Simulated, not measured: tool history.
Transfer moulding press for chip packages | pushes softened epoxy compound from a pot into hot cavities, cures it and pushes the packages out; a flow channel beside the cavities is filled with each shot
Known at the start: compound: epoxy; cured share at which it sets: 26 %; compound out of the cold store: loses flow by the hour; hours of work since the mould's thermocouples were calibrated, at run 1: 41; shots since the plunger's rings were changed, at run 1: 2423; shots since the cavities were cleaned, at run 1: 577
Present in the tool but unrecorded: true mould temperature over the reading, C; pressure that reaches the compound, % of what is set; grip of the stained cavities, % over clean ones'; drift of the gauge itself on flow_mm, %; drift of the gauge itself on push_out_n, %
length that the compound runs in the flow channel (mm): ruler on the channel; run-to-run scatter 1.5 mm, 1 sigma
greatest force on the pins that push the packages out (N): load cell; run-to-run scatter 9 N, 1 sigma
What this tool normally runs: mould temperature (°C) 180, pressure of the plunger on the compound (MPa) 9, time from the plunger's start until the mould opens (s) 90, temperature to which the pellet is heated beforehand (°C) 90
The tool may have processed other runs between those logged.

run   hour  mould temperature (°C)  pressure of the plunger on the compound (MPa)  time from the plunger's start until the mould opens (s)  temperature to which the pellet is heated beforehand (°C)  hours of work since the mould's thermocouples were calibrated  shots since the plunger's rings were changed  shots since the cavities were cleaned  incoming compound's hours out of the cold store  length that the compound runs in the flow channel (mm)  greatest force on the pins that push the packages out (N)
  1      0                     180                                              9                                                       90                                                         90                                                             41                                          2423                                    577                                             11.2                                                     991                                                        665
       8.9  -- cavities cleaned with cleaning compound and waxed
  2   30.3                     180                                            7.3                                                       90                                                         90                                                             57                                          2695                                    202                                             34.2                                                     793                                                        519
  3   62.6                     180                                              9                                                       90                                                         90                                                             74                                          2999                                    506                                             20.3                                                     945                                                        626
        79  -- cavities cleaned with cleaning compound and waxed
  4     85                     180                                              9                                                       90                                                         90                                                             85                                          3196                                     55                                             36.3                                                     864                                                        454
  5  107.3                     180                                              9                                                       79                                                         90                                                             97                                          3408                                    267                                             14.2                                                     968                                                        708
  6  130.3                     180                                              9                                                       90                                                        100                                                            109                                          3624                                    483                                             33.5                                                     877                                                        599
     148.1  -- cavities cleaned with cleaning compound and waxed
  7  177.4                     180                                              9                                                       98                                                        100                                                            133                                          4055                                    277                                             18.2                                                     946                                                        502
  8  207.6                     180                                              9                                                       98                                                        100                                                            149                                          4339                                    561                                             30.9                                                     884                                                        557
       220  -- cavities cleaned with cleaning compound and waxed
  9  231.4                     180                                              9                                                      113                                                         90                                                            161                                          4549                                    107                                             29.9                                                     887                                                        392
 10  256.5                     180                                              9                                                      113                                                         90                                                            174                                          4787                                    345                                             37.5                                                     855                                                        487
 11  279.8                     186                                              9                                                      113                                                         90                                                            187                                          5006                                    564                                             46.3                                                     802                                                        505
     289.2  -- cavities cleaned with cleaning compound and waxed
 12  323.1                     180                                              9                                                       90                                                         90                                                            209                                          5401                                    320                                             29.9                                                     881                                                        557
 13  353.1                     180                                              9                                                       90                                                         90                                                            225                                          5683                                    602                                             18.4                                                     933                                                        636
     358.9  -- cavities cleaned with cleaning compound and waxed
     365.7  -- plunger's sealing rings changed
 14  392.2                     180                                              9                                                       90                                                         88                                                            243                                           251                                    291                                             17.7                                                     974                                                        583
 15  416.4                     173                                           8.71                                                      111                                                         94                                                            256                                           478                                    518                                             43.8                                                     851                                                        617
     433.2  -- cavities cleaned with cleaning compound and waxed
 16  448.6                     173                                           8.71                                                      111                                                         94                                                            273                                           768                                    145                                             18.1                                                     974                                                        500
 17  472.2                     186                                          10.58                                                      111                                                         94                                                            285                                           990                                    367                                             29.7                                                     971                                                        461
     502.2  -- cavities cleaned with cleaning compound and waxed
 18  516.1                     175                                           7.31                                                       88                                                         81                                                            308                                          1391                                    131                                             41.2                                                     783                                                        653
 19  557.7                     175                                           7.31                                                       88                                                         83                                                            330                                          1783                                    523                                             35.4                                                     803                                                        805
     562.8  -- mould's thermocouples calibrated
     573.8  -- cavities cleaned with cleaning compound and waxed
 20  582.1                     180                                              9                                                       96                                                         93                                                              9                                          1981                                     79                                             28.3                                                     913                                                        422
 21  601.9                     179                                            9.9                                                      119                                                         93                                                             20                                          2168                                    266                                             44.5                                                     879                                                        439
 22  624.5                     179                                            9.9                                                      119                                                         93                                                             32                                          2381                                    479                                             38.6                                                     906                                                        487
     643.1  -- cavities cleaned with cleaning compound and waxed
     647.5  -- mould's thermocouples calibrated, once more
 23  665.4                     179                                            9.9                                                       96                                                         99                                                             10                                          2733                                    191                                             41.9                                                     890                                                        502
 24  704.2                     179                                            9.9                                                       96                                                         99                                                             30                                          3099                                    557                                             12.4                                                    1034                                                        615
     715.7  -- cavities cleaned with cleaning compound and waxed
 25  737.9                     178                                            9.9                                                       96                                                         86                                                             47                                          3403                                    209                                             10.6                                                    1047                                                        570
 26  759.7                     181                                            9.9                                                       96                                                         98                                                             59                                          3609                                    415                                             44.7                                                     868                                                        521
     788.1  -- cavities cleaned with cleaning compound and waxed
 27  805.6                     180                                              9                                                      129                                                         87                                                             82                                          4028                                    165                                              9.3                                                     994                                                        411

Here are 3 independent what-if runs from the current tool condition. What would each one return?
  A  850.8                     185                                           8.54                                                      129                                                         98                                                            106                                          4455                                    592                                             11.9                                                       ?                                                          ?
  B  850.8                     179                                              9                                                       90                                                         94                                                            106                                          4455                                    592                                             45.7                                                       ?                                                          ?
  C  850.8                     180                                              9                                                       74                                                         90                                                            106                                          4455                                    592                                             25.6                                                       ?                                                          ?

run  length that the compound runs in the flow channel (mm)  greatest force on the pins that push the packages out (N)
  A                                                     937                                                        506
  B                                                     823                                                        660
  C                                                     909                                                        925
Without the tool's hidden state the same runs would have given:
run  length that the compound runs in the flow channel (mm)  greatest force on the pins that push the packages out (N)
  A                                                     967                                                        321
  B                                                     849                                                        416
  C                                                     938                                                        580
